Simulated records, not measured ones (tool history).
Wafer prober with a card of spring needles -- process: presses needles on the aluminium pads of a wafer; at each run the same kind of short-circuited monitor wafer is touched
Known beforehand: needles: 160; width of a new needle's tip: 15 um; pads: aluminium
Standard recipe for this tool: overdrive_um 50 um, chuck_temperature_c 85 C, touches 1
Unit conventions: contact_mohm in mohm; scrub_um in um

{"run": 1, "hour": 0.0, "overdrive_um": 50, "chuck_temperature_c": 85, "touches": 1, "contact_mohm": 196, "scrub_um": 9.07}
{"run": 2, "hour": 11.3, "overdrive_um": 50, "chuck_temperature_c": 26, "touches": 1, "contact_mohm": 181, "scrub_um": 9.05}
{"run": 3, "hour": 21.4, "overdrive_um": 50, "chuck_temperature_c": 26, "touches": 1, "contact_mohm": 184, "scrub_um": 9.04}
{"run": 4, "hour": 28.4, "overdrive_um": 50, "chuck_temperature_c": 26, "touches": 1, "contact_mohm": 183, "scrub_um": 9.05}
{"run": 5, "hour": 35.6, "overdrive_um": 50, "chuck_temperature_c": 26, "touches": 1, "contact_mohm": 186, "scrub_um": 9}
{"run": 6, "hour": 46.8, "overdrive_um": 50, "chuck_temperature_c": 26, "touches": 1, "contact_mohm": 184, "scrub_um": 8.99}
{"run": 7, "hour": 54.1, "overdrive_um": 50, "chuck_temperature_c": 26, "touches": 1, "contact_mohm": 183, "scrub_um": 8.99}
{"run": 8, "hour": 59.8, "overdrive_um": 50, "chuck_temperature_c": 26, "touches": 1, "contact_mohm": 181, "scrub_um": 9.06}
{"run": 9, "hour": 66.1, "overdrive_um": 50, "chuck_temperature_c": 85, "touches": 1, "contact_mohm": 198, "scrub_um": 8.93}
{"run": 10, "hour": 74.4, "overdrive_um": 50, "chuck_temperature_c": 85, "touches": 2, "contact_mohm": 194, "scrub_um": 9.06}
{"run": 11, "hour": 82.5, "overdrive_um": 50, "chuck_temperature_c": 85, "touches": 2, "contact_mohm": 199, "scrub_um": 9.03}
{"run": 12, "hour": 95.0, "overdrive_um": 50, "chuck_temperature_c": 85, "touches": 2, "contact_mohm": 197, "scrub_um": 8.98}
{"run": 13, "hour": 104.5, "overdrive_um": 50, "chuck_temperature_c": 28, "touches": 1, "contact_mohm": 186, "scrub_um": 9}
{"run": 14, "hour": 110.3, "overdrive_um": 50, "chuck_temperature_c": 47, "touches": 1, "contact_mohm": 188, "scrub_um": 8.94}
{"run": 15, "hour": 121.0, "overdrive_um": 50, "chuck_temperature_c": 47, "touches": 1, "contact_mohm": 189, "scrub_um": 8.91}
{"run": 16, "hour": 128.8, "overdrive_um": 50, "chuck_temperature_c": 47, "touches": 1, "contact_mohm": 186, "scrub_um": 8.98}
{"run": 17, "hour": 141.4, "overdrive_um": 44, "chuck_temperature_c": 114, "touches": 2, "contact_mohm": 204, "scrub_um": 7.88}
{"run": 18, "hour": 154.3, "overdrive_um": 46, "chuck_temperature_c": 29, "touches": 1, "contact_mohm": 186, "scrub_um": 8.26}
{"run": 19, "hour": 164.6, "overdrive_um": 46, "chuck_temperature_c": 29, "touches": 1, "contact_mohm": 187, "scrub_um": 8.22}
{"run": 20, "hour": 177.0, "overdrive_um": 65, "chuck_temperature_c": 44, "touches": 3, "contact_mohm": 182, "scrub_um": 11.64}
{"run": 21, "hour": 189.3, "overdrive_um": 64, "chuck_temperature_c": 82, "touches": 1, "contact_mohm": 189, "scrub_um": 11.43}

Missing from the log above: 19 entries noted between runs. For each, name the pair of listed runs it sits between and say how the tool's hidden condition differs from the listed run just before to the listed run just after:
Runs 1 to 2: tips cleaned on abrasive film (hour 8.8)
  debris on the tips, nm: 0.1 -> 0.2; drift of the gauge itself on scrub_um, %: 0 -> -0.09
  measured value less the no-hidden-state value, scrub_um: +0 -> -0.01 um
Runs 2 to 3: tips cleaned on abrasive film (hour 19)
  drift of the gauge itself on scrub_um, %: -0.09 -> -0.17
  measured value less the no-hidden-state value, scrub_um: -0.01 -> -0.02 um
Runs 3 to 4: tips cleaned on abrasive film (hour 28.4)
  debris on the tips, nm: 0.2 -> 0.1; drift of the gauge itself on scrub_um, %: -0.17 -> -0.22
  measured value less the no-hidden-state value, scrub_um: -0.02 -> -0.02 um
Runs 5 to 6: tips cleaned on abrasive film (hour 38.1)
  drift of the gauge itself on scrub_um, %: -0.28 -> -0.36
  measured value less the no-hidden-state value, scrub_um: -0.03 -> -0.04 um
Runs 6 to 7: tips cleaned on abrasive film (hour 47.5)
  debris on the tips, nm: 0.4 -> 0.3; drift of the gauge itself on scrub_um, %: -0.36 -> -0.42
  measured value less the no-hidden-state value, scrub_um: -0.04 -> -0.04 um
Runs 7 to 8: tips cleaned on abrasive film (hour 57.2)
  debris on the tips, nm: 0.3 -> 0.2; drift of the gauge itself on scrub_um, %: -0.42 -> -0.47
  measured value less the no-hidden-state value, scrub_um: -0.04 -> -0.05 um
Runs 9 to 10: tips cleaned on abrasive film (hour 67.3)
  drift of the gauge itself on scrub_um, %: -0.52 -> -0.58
  measured value less the no-hidden-state value, scrub_um: -0.05 -> -0.05 um
Runs 10 to 11: tips cleaned on abrasive film (hour 77.1)
  debris on the tips, nm: 0.4 -> 0.3; drift of the gauge itself on scrub_um, %: -0.58 -> -0.64
  measured value less the no-hidden-state value, scrub_um: -0.05 -> -0.06 um
Runs 11 to 12: tips cleaned on abrasive film (hour 86.8)
  debris on the tips, nm: 0.3 -> 0.4; drift of the gauge itself on scrub_um, %: -0.64 -> -0.74
  measured value less the no-hidden-state value, scrub_um: -0.06 -> -0.07 um
Runs 12 to 13: tips cleaned on abrasive film (hour 96.4)
  drift of the gauge itself on scrub_um, %: -0.74 -> -0.81
  measured value less the no-hidden-state value, scrub_um: -0.07 -> -0.07 um
Runs 13 to 14: tips cleaned on abrasive film (hour 105.6)
  debris on the tips, nm: 0.4 -> 0.3; drift of the gauge itself on scrub_um, %: -0.81 -> -0.86
  measured value less the no-hidden-state value, scrub_um: -0.07 -> -0.08 um
Runs 14 to 15: tips cleaned on abrasive film (hour 115.2)
  drift of the gauge itself on scrub_um, %: -0.86 -> -0.94
  measured value less the no-hidden-state value, scrub_um: -0.08 -> -0.09 um
Runs 15 to 16: tips cleaned on abrasive film (hour 124.7)
  drift of the gauge itself on scrub_um, %: -0.94 -> -1
  measured value less the no-hidden-state value, scrub_um: -0.09 -> -0.1 um
Runs 16 to 17: tips cleaned on abrasive film (hour 134)
  debris on the tips, nm: 0.3 -> 0.4; drift of the gauge itself on scrub_um, %: -1 -> -1.1
  measured value less the no-hidden-state value, scrub_um: -0.1 -> -0.09 um
Runs 17 to 18: tips cleaned on abrasive film (hour 143.8); tips cleaned on abrasive film (hour 153.7)
  debris on the tips, nm: 0.4 -> 0.1; drift of the gauge itself on scrub_um, %: -1.1 -> -1.2
  measured value less the no-hidden-state value, scrub_um: -0.09 -> -0.11 um
Runs 18 to 19: tips cleaned on abrasive film (hour 163.4)
  drift of the gauge itself on scrub_um, %: -1.2 -> -1.28
  measured value less the no-hidden-state value, scrub_um: -0.11 -> -0.11 um
Runs 19 to 20: tips cleaned on abrasive film (hour 172.5)
  debris on the tips, nm: 0.1 -> 0.3; drift of the gauge itself on scrub_um, %: -1.28 -> -1.38
  measured value less the no-hidden-state value, scrub_um: -0.11 -> -0.16 um
Runs 20 to 21: tips cleaned on abrasive film (hour 182.2)
  debris on the tips, nm: 0.3 -> 0.4; drift of the gauge itself on scrub_um, %: -1.38 -> -1.48
  measured value less the no-hidden-state value, scrub_um: -0.16 -> -0.17 um
